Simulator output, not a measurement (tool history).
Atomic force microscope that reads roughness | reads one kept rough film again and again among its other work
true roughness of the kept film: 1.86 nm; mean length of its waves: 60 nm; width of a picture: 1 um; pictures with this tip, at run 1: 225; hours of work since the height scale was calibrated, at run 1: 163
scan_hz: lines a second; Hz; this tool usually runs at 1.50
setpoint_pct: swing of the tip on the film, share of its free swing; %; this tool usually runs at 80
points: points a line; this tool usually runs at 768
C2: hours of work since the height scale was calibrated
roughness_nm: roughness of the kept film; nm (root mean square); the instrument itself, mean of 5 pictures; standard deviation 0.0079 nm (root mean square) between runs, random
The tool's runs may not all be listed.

Run 1, hour 0.0: usual settings; pictures with this tip 225; C2 163. Result: roughness_nm 1.670 nm (root mean square).
Run 2, hour 8.2: usual settings; pictures with this tip 242; C2 168. Result: roughness_nm 1.664 nm (root mean square).
Run 3, hour 17.1: usual settings; pictures with this tip 260; C2 173. Result: roughness_nm 1.659 nm (root mean square).
Run 4, hour 23.8: usual settings; pictures with this tip 274; C2 178. Result: roughness_nm 1.653 nm (root mean square).
At hour 25.5: new tip fitted.
Run 5, hour 33.1: usual settings; pictures with this tip 16; C2 183. Result: roughness_nm 1.702 nm (root mean square).
Run 6, hour 41.6: usual settings; pictures with this tip 33; C2 189. Result: roughness_nm 1.706 nm (root mean square).
Run 7, hour 49.2: usual settings; pictures with this tip 49; C2 193. Result: roughness_nm 1.705 nm (root mean square).
Run 8, hour 56.9: usual settings but points 801; pictures with this tip 66; C2 198. Result: roughness_nm 1.686 nm (root mean square).
Run 9, hour 62.7: usual settings but points 801; pictures with this tip 78; C2 202. Result: roughness_nm 1.700 nm (root mean square).
Run 10, hour 71.4: usual settings but points 801; pictures with this tip 96; C2 208. Result: roughness_nm 1.693 nm (root mean square).
Run 11, hour 78.4: usual settings; pictures with this tip 111; C2 212. Result: roughness_nm 1.682 nm (root mean square).
Run 12, hour 87.6: usual settings; pictures with this tip 130; C2 218. Result: roughness_nm 1.685 nm (root mean square).
Run 13, hour 92.3: usual settings; pictures with this tip 140; C2 221. Result: roughness_nm 1.697 nm (root mean square).
Run 14, hour 97.6: usual settings but scan_hz 3.36 Hz, setpoint_pct 57 %, points 716; pictures with this tip 151; C2 224. Result: roughness_nm 1.732 nm (root mean square).
Run 15, hour 106.8: usual settings but setpoint_pct 61 %; pictures with this tip 170; C2 230. Result: roughness_nm 1.753 nm (root mean square).
Run 16, hour 112.4: usual settings but scan_hz 3.48 Hz, setpoint_pct 76 %; pictures with this tip 182; C2 234. Result: roughness_nm 1.578 nm (root mean square).
Run 17, hour 116.4: usual settings but scan_hz 2.18 Hz, setpoint_pct 66 %, points 658; pictures with this tip 190; C2 236. Result: roughness_nm 1.708 nm (root mean square).
Run 18, hour 122.1: usual settings but scan_hz 1.76 Hz, setpoint_pct 65 %, points 728; pictures with this tip 202; C2 240. Result: roughness_nm 1.726 nm (root mean square).
Run 19, hour 129.7: usual settings but scan_hz 0.83 Hz, setpoint_pct 64 %; pictures with this tip 218; C2 245. Result: roughness_nm 1.767 nm (root mean square).
Run 20, hour 134.2: usual settings but points 604; pictures with this tip 227; C2 248. Result: roughness_nm 1.665 nm (root mean square).
Run 21, hour 139.9: usual settings but scan_hz 3.91 Hz, setpoint_pct 66 %, points 313; pictures with this tip 239; C2 251. Result: roughness_nm 1.631 nm (root mean square).
Run 22, hour 143.8: usual settings but scan_hz 2.68 Hz, points 459; pictures with this tip 247; C2 254. Result: roughness_nm 1.580 nm (root mean square).
Run 23, hour 152.2: usual settings but scan_hz 2.68 Hz, setpoint_pct 82 %, points 619; pictures with this tip 265; C2 259. Result: roughness_nm 1.562 nm (root mean square).
Run 24, hour 156.2: usual settings but points 528; pictures with this tip 273; C2 262. Result: roughness_nm 1.650 nm (root mean square).
At hour 157.7: new tip fitted.
Run 25, hour 160.5: usual settings but scan_hz 2.59 Hz, setpoint_pct 74 %; pictures with this tip 5; C2 264. Result: roughness_nm 1.672 nm (root mean square).

Alternative continuations, all from the tool just after run 25; predict every row:
Run A, hour 165.7: usual settings but scan_hz 1.03 Hz, setpoint_pct 56 %, points 665; pictures with this tip 16; C2 267. Result: roughness_nm ?.
Run B, hour 165.7: usual settings but scan_hz 0.63 Hz; pictures with this tip 16; C2 267. Result: roughness_nm ?.
Run C, hour 165.7: usual settings but scan_hz 1.40 Hz, setpoint_pct 74 %, points 1017; pictures with this tip 16; C2 267. Result: roughness_nm ?.

run  roughness_nm
  A         1.789
  B         1.774
  C         1.726
Take away the tool's hidden state, keep each run's random variation, and the runs would have read:
run  roughness_nm
  A         1.803
  B         1.788
  C         1.739
